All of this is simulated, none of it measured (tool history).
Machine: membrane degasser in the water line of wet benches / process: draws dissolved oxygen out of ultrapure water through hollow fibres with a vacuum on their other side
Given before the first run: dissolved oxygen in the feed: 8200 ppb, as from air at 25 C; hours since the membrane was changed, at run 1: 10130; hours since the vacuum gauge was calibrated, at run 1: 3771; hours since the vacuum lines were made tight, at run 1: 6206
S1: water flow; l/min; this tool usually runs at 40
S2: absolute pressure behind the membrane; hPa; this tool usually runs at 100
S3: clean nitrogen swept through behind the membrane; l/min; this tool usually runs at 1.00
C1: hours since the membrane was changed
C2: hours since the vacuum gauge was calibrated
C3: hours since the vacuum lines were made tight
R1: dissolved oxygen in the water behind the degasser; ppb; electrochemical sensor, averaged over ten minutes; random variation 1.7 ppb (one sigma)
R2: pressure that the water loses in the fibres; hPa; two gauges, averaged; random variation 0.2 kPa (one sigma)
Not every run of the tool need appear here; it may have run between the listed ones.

run 1 hour=0.0 | S1=40 S2=100 S3=1.00 | C1=10130 C2=3771 C3=6206 | R1=549.9 R2=449.8
run 2 hour=188.1 | S1=29 S2=100 S3=1.00 | C1=10318 C2=3959 C3=6394 | R1=416.0 R2=323.0
run 3 hour=451.7 | S1=29 S2=100 S3=1.00 | C1=10582 C2=4222 C3=6657 | R1=418.5 R2=325.7
run 4 hour=673.2 | S1=29 S2=100 S3=1.00 | C1=10803 C2=4444 C3=6879 | R1=419.5 R2=328.2
run 5 hour=824.2 | S1=29 S2=100 S3=1.00 | C1=10954 C2=4595 C3=7030 | R1=418.2 R2=323.1
run 6 hour=947.4 | S1=40 S2=100 S3=1.00 | C1=11077 C2=4718 C3=7153 | R1=552.9 R2=450.4
run 7 hour=1175.3 | S1=40 S2=100 S3=1.00 | C1=11305 C2=4946 C3=7381 | R1=555.0 R2=450.9
run 8 hour=1339.4 | S1=40 S2=100 S3=1.00 | C1=11469 C2=5110 C3=7545 | R1=557.7 R2=449.9
run 9 hour=1596.6 | S1=40 S2=100 S3=1.00 | C1=11727 C2=5367 C3=7802 | R1=554.9 R2=446.7
-- hour=1702.2 vacuum gauge calibrated
run 10 hour=1775.8 | S1=40 S2=100 S3=1.61 | C1=11905 C2=74 C3=7981 | R1=368.5 R2=454.6
run 11 hour=1906.7 | S1=40 S2=100 S3=1.61 | C1=12036 C2=205 C3=8112 | R1=371.0 R2=452.4
run 12 hour=2015.5 | S1=28 S2=196 S3=0.49 | C1=12145 C2=313 C3=8221 | R1=1497.1 R2=316.4
run 13 hour=2233.3 | S1=59 S2=221 S3=1.00 | C1=12363 C2=531 C3=8438 | R1=1769.2 R2=664.4
run 14 hour=2376.7 | S1=62 S2=100 S3=1.42 | C1=12506 C2=675 C3=8582 | R1=650.1 R2=701.0
run 15 hour=2643.8 | S1=62 S2=100 S3=1.42 | C1=12773 C2=942 C3=8849 | R1=645.4 R2=700.1
run 16 hour=2829.3 | S1=58 S2=102 S3=1.00 | C1=12959 C2=1127 C3=9034 | R1=773.6 R2=652.4
run 17 hour=2992.2 | S1=29 S2=230 S3=0.56 | C1=13122 C2=1290 C3=9197 | R1=1633.8 R2=330.4
run 18 hour=3177.2 | S1=40 S2=68 S3=0.82 | C1=13307 C2=1475 C3=9382 | R1=347.8 R2=449.4
run 19 hour=3394.0 | S1=29 S2=147 S3=1.98 | C1=13523 C2=1692 C3=9599 | R1=379.2 R2=328.4
run 20 hour=3563.4 | S1=40 S2=100 S3=0.69 | C1=13693 C2=1861 C3=9768 | R1=699.3 R2=454.7
run 21 hour=3740.3 | S1=40 S2=100 S3=0.48 | C1=13870 C2=2038 C3=9945 | R1=885.1 R2=456.6

Here are 4 independent what-if runs from the current tool condition. What would each one return?
run A hour=3928.1 | S1=56 S2=232 S3=1.02 | C1=14058 C2=2226 C3=10133 | R1=? R2=?
run B hour=3928.1 | S1=40 S2=100 S3=0.44 | C1=14058 C2=2226 C3=10133 | R1=? R2=?
run C hour=3928.1 | S1=48 S2=160 S3=0.78 | C1=14058 C2=2226 C3=10133 | R1=? R2=?
run D hour=3928.1 | S1=54 S2=68 S3=2.03 | C1=14058 C2=2226 C3=10133 | R1=? R2=?

run=A R1=1763.1 R2=635.9
run=B R1=931.2 R2=453.5
run=C R1=1290.3 R2=546.2
run=D R1=273.4 R2=614.6
With the hidden condition removed and each run's random variation left untouched, the same runs would have given:
run=A R1=1744.5 R2=593.1
run=B R1=921.9 R2=422.9
run=C R1=1276.3 R2=509.6
run=D R1=250.5 R2=573.3
